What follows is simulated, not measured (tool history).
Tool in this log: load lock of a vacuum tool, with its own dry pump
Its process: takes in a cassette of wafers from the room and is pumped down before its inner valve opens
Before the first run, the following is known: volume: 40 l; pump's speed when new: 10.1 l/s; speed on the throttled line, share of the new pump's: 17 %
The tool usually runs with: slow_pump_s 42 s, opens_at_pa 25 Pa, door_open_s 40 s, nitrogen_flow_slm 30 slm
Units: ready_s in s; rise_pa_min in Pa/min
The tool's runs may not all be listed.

run	hour	slow_pump_s	opens_at_pa	door_open_s	nitrogen_flow_slm	incoming humidity of the room's air, %	ready_s	rise_pa_min
1	0.0	42	25	40	30	49.8	69.3	0.047
2	133.4	42	25	40	30	42.8	69.2	0.053
3	272.6	42	25	40	30	47.3	69.4	0.062
4	459.6	42	25	40	30	46.3	69.4	0.055
5	614.6	42	25	40	30	47.6	69.4	0.060
6	745.3	42	25	40	30	46.0	69.5	0.060
7	971.4	42	25	40	30	44.6	69.5	0.069
8	1142.1	42	25	40	30	46.7	69.8	0.065
9	1267.2	42	25	40	30	43.5	69.6	0.068
10	1438.3	42	25	40	30	44.0	69.5	0.074
11	1699.5	42	25	40	30	44.5	69.7	0.069
12	1942.0	42	25	40	30	44.3	69.8	0.074
13	2093.7	42	48	40	30	43.3	67.3	0.076
14	2274.9	42	25	94	30	43.2	70.0	0.096
15	2532.1	51	25	233	30	48.2	77.3	0.138
16	2675.3	51	25	233	30	45.2	77.2	0.130
17	2930.9	38	43	233	31	45.6	64.3	0.138
18	3127.0	82	25	116	30	45.9	102.6	0.114
19	3249.2	82	25	116	30	45.9	103.0	0.118
20	3484.5	82	25	116	30	43.7	103.2	0.127
21	3615.0	22	46	65	30	46.4	51.1	0.104
22	3835.8	22	25	67	30	43.5	53.9	0.111
23	4056.3	34	21	53	30	45.2	64.6	0.117
24	4294.6	34	21	53	30	46.0	64.6	0.118
25	4531.6	34	38	49	30	39.4	61.8	0.115
26	4740.9	34	38	49	30	45.4	61.7	0.119
27	4929.2	42	21	172	9	44.2	71.3	0.209

Branching from run 27: 4 alternative next runs. What would each branch give?
A	5155.8	30	20	40	30	46.4	?	?
B	5155.8	63	25	53	30	42.5	?	?
C	5155.8	61	25	89	29	45.2	?	?
D	5155.8	42	35	30	9	47.0	?	?

run	ready_s	rise_pa_min
A	61.7	0.130
B	87.3	0.136
C	86.1	0.138
D	68.9	0.137
Take away the tool's hidden state, keep each run's random variation, and the runs would have read:
run	ready_s	rise_pa_min
A	58.9	0.028
B	85.1	0.035
C	83.9	0.036
D	66.5	0.034

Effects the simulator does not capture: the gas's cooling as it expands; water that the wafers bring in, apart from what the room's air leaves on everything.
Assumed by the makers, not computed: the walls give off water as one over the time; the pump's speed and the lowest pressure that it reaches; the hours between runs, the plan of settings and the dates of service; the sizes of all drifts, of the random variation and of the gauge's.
